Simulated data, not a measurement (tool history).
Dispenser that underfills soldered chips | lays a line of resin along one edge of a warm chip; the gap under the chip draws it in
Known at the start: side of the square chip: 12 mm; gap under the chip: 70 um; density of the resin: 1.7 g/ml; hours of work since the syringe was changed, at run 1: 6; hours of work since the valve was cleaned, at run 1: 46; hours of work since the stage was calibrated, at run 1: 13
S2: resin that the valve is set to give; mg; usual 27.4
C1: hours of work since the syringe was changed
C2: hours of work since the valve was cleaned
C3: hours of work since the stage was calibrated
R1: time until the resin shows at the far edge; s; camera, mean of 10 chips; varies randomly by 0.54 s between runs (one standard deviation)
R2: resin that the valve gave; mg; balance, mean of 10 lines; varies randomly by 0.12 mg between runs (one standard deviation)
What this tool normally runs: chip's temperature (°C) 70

Run 1, hour 0: usual settings; C1 6; C2 46; C3 13. Result: R1 59.9 s, R2 26.45 mg.
At hour 1.4: new syringe of resin.
Run 2, hour 3.2: usual settings; C1 1; C2 48; C3 14. Result: R1 49.6 s, R2 26.41 mg.
Run 3, hour 8: usual settings; C1 4; C2 51; C3 17. Result: R1 55.1 s, R2 26.49 mg.
At hour 12.2: new syringe of resin.
Run 4, hour 12.7: usual settings; C1 0; C2 54; C3 20. Result: R1 47.8 s, R2 26.54 mg.
Run 5, hour 15: usual settings; C1 2; C2 55; C3 22. Result: R1 50.9 s, R2 26.51 mg.
Run 6, hour 17.5: usual settings; C1 3; C2 57; C3 23. Result: R1 55 s, R2 26.16 mg.
Run 7, hour 20.7: usual settings; C1 5; C2 59; C3 25. Result: R1 58.5 s, R2 26.47 mg.
At hour 23.2: new syringe of resin.
Run 8, hour 24.1: usual settings; C1 1; C2 61; C3 27. Result: R1 47.5 s, R2 26.12 mg.
Run 9, hour 27.1: usual settings; C1 2; C2 63; C3 29. Result: R1 52.7 s, R2 26.24 mg.
Run 10, hour 32: usual settings; C1 6; C2 66; C3 32. Result: R1 59.5 s, R2 26.19 mg.
At hour 34: new syringe of resin.
Run 11, hour 36.3: usual settings; C1 1; C2 68; C3 35. Result: R1 48.8 s, R2 26.16 mg.
Run 12, hour 40.8: usual settings but S2 27.2 mg; C1 4; C2 71; C3 38. Result: R1 56.4 s, R2 25.9 mg.
At hour 44.9: new syringe of resin.
Run 13, hour 46.2: usual settings; C1 1; C2 74; C3 41. Result: R1 47.8 s, R2 26.14 mg.
Run 14, hour 48.6: usual settings; C1 2; C2 76; C3 42. Result: R1 50.8 s, R2 25.93 mg.
Run 15, hour 54.1: usual settings; C1 6; C2 79; C3 46. Result: R1 58.8 s, R2 26.06 mg.
At hour 55.9: new syringe of resin.
Run 16, hour 59.8: usual settings; C1 2; C2 83; C3 49. Result: R1 51.2 s, R2 26.01 mg.
Run 17, hour 63.1: usual settings; C1 5; C2 85; C3 51. Result: R1 56.9 s, R2 26.13 mg.
At hour 66.8: new syringe of resin.
Run 18, hour 69.1: usual settings; C1 2; C2 89; C3 55. Result: R1 49.8 s, R2 25.9 mg.
Run 19, hour 72.7: usual settings but S2 25 mg; C1 4; C2 91; C3 57. Result: R1 56.9 s, R2 23.45 mg.
At hour 77.8: new syringe of resin.
Run 20, hour 78.4: usual settings but chip's temperature (°C) 67, S2 34.7 mg; C1 0; C2 94; C3 61. Result: R1 56.2 s, R2 32.35 mg.
At hour 81.8: dispensing valve cleaned and set on the balance.
Run 21, hour 85.1: usual settings but chip's temperature (°C) 75, S2 35 mg; C1 4; C2 2; C3 64. Result: R1 43.2 s, R2 34.8 mg.
Run 22, hour 88: usual settings but chip's temperature (°C) 58, S2 26.9 mg; C1 6; C2 4; C3 66. Result: R1 117.7 s, R2 26.73 mg.
At hour 89.8: new syringe of resin.
Run 23, hour 91.9: usual settings but chip's temperature (°C) 58, S2 26.9 mg; C1 1; C2 6; C3 68. Result: R1 96.2 s, R2 26.86 mg.
Run 24, hour 96.9: usual settings but chip's temperature (°C) 58, S2 26.9 mg; C1 4; C2 9; C3 71. Result: R1 109.7 s, R2 26.66 mg.

What will run 25 give?
At hour 100.9: new syringe of resin.
Run 25, hour 101.5: usual settings but chip's temperature (°C) 68, S2 30.4 mg; C1 0; C2 12; C3 74. Result: R1 ?, R2 ?.

Run 25 yielded R1 52.9 s, R2 30.44 mg.
With no hidden state in the tool, this same run would have given R1 50.6 s, R2 30.76 mg.
